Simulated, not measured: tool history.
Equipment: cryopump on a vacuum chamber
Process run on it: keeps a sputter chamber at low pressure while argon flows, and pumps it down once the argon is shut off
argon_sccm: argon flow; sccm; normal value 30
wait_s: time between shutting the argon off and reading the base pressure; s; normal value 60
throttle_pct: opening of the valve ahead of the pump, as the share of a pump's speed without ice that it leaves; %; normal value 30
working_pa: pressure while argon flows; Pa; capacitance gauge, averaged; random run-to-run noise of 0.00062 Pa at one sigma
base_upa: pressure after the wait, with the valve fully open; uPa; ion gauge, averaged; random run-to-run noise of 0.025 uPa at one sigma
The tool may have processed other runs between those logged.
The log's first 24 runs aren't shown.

run	hour	argon_sccm	wait_s	throttle_pct	working_pa	base_upa
25	1574.9	43	85	27	0.1684	1.93
# hour 1624.2: pump warmed up, emptied and cooled again
26	1633.8	15	54	48	0.0302	1.89
27	1671.9	30	29	34	0.0837	2.77
28	1713.7	30	29	34	0.0834	2.73
29	1789.7	12	46	27	0.0420	2.18
30	1854.6	48	46	27	0.1708	2.19
31	1912.2	48	146	21	0.2174	1.49
32	1950.9	25	64	36	0.0681	2.02
33	1999.0	25	64	36	0.0681	2.02
34	2071.0	30	60	22	0.1331	2.11

Alternative continuations, all from the tool just after run 34; predict every row:
A	2145.9	14	60	22	?	?
B	2145.9	59	33	30	?	?
C	2145.9	22	60	22	?	?
D	2145.9	19	268	42	?	?

run	working_pa	base_upa
A	0.0620	2.23
B	0.1966	2.79
C	0.0964	2.16
D	0.0477	1.54
Take away the tool's hidden state, keep each run's random variation, and the runs would have read:
run	working_pa	base_upa
A	0.0592	1.01
B	0.1849	1.61
C	0.0921	1.00
D	0.0439	0.36
